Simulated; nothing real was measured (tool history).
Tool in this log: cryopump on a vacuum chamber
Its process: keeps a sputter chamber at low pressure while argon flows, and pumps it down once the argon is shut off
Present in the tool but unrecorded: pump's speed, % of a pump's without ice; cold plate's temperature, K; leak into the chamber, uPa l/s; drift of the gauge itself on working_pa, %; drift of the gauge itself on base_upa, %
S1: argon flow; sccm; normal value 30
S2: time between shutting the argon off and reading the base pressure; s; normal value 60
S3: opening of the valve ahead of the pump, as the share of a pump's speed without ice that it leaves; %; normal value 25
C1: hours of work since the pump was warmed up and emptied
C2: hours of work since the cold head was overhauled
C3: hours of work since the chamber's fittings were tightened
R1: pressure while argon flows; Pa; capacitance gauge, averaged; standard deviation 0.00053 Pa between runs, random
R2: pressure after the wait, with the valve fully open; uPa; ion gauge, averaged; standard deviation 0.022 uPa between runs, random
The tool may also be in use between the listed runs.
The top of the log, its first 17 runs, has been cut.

Run 18, hour 712.6: usual settings but S1 58 sccm, S2 59 s; C1 180; C2 660; C3 3546. Result: R1 0.2159 Pa, R2 1.37 uPa.
Run 19, hour 767.5: usual settings but S1 31 sccm, S2 87 s; C1 212; C2 692; C3 3578. Result: R1 0.1157 Pa, R2 1.29 uPa.
Run 20, hour 815.9: usual settings but S1 31 sccm, S2 87 s; C1 240; C2 721; C3 3606. Result: R1 0.1157 Pa, R2 1.24 uPa.
Run 21, hour 869.1: usual settings but S1 24 sccm, S2 71 s, S3 19 %; C1 271; C2 752; C3 3637. Result: R1 0.1182 Pa, R2 1.37 uPa.
Run 22, hour 892.2: usual settings but S1 19 sccm, S2 31 s, S3 26 %; C1 285; C2 766; C3 3651. Result: R1 0.0690 Pa, R2 1.82 uPa.
Run 23, hour 928.0: usual settings but S2 278 s, S3 15 %; C1 306; C2 787; C3 3672. Result: R1 0.1862 Pa, R2 1.06 uPa.
At hour 964.6: leaking fittings of the chamber tightened, without venting.
Run 24, hour 972.3: usual settings but S2 278 s, S3 15 %; C1 331; C2 811; C3 5. Result: R1 0.1872 Pa, R2 0.30 uPa.
Run 25, hour 1013.9: usual settings but S1 36 sccm; C1 355; C2 836; C3 29. Result: R1 0.1369 Pa, R2 0.56 uPa.
Run 26, hour 1069.9: usual settings but S1 36 sccm, S2 59 s, S3 16 %; C1 388; C2 869; C3 62. Result: R1 0.2110 Pa, R2 0.61 uPa.
Run 27, hour 1107.8: usual settings but S1 38 sccm, S2 47 s, S3 34 %; C1 410; C2 891; C3 84. Result: R1 0.1067 Pa, R2 0.75 uPa.
Run 28, hour 1157.3: usual settings but S1 38 sccm, S2 187 s, S3 15 %; C1 439; C2 920; C3 113. Result: R1 0.2372 Pa, R2 0.34 uPa.
Run 29, hour 1207.2: usual settings but S1 38 sccm, S2 187 s, S3 15 %; C1 468; C2 949; C3 142. Result: R1 0.2375 Pa, R2 0.39 uPa.
At hour 1234.0: pump warmed up, emptied and cooled again.
Run 30, hour 1258.4: usual settings but S1 47 sccm, S3 32 %; C1 14; C2 976; C3 169. Result: R1 0.1352 Pa, R2 0.64 uPa.
Run 31, hour 1284.9: usual settings but S1 47 sccm, S2 117 s, S3 15 %; C1 30; C2 992; C3 185. Result: R1 0.2883 Pa, R2 0.43 uPa.
Run 32, hour 1334.9: usual settings but S2 191 s; C1 59; C2 1021; C3 214. Result: R1 0.1120 Pa, R2 0.37 uPa.
Run 33, hour 1366.9: usual settings but S1 18 sccm, S2 31 s, S3 15 %; C1 78; C2 1040; C3 233. Result: R1 0.1099 Pa, R2 1.03 uPa.
Run 34, hour 1393.4: usual settings but S1 18 sccm, S2 31 s, S3 15 %; C1 93; C2 1055; C3 249. Result: R1 0.1100 Pa, R2 1.05 uPa.

3 ways to go on from here, each from the tool as it stands after run 34. What would each give?
Run A, hour 1435.6: usual settings but S1 16 sccm, S3 28 %; C1 118; C2 1080; C3 273. Result: R1 ?, R2 ?.
Run B, hour 1435.6: usual settings but S1 23 sccm, S2 34 s, S3 30 %; C1 118; C2 1080; C3 273. Result: R1 ?, R2 ?.
Run C, hour 1435.6: usual settings but S1 27 sccm, S2 223 s, S3 24 %; C1 118; C2 1080; C3 273. Result: R1 ?, R2 ?.

run      R1    R2
  A  0.0524  0.63
  B  0.0711  0.94
  C  0.1037  0.32
Without the tool's hidden state the same runs would have given:
run      R1    R2
  A  0.0517  0.57
  B  0.0701  0.87
  C  0.1026  0.26
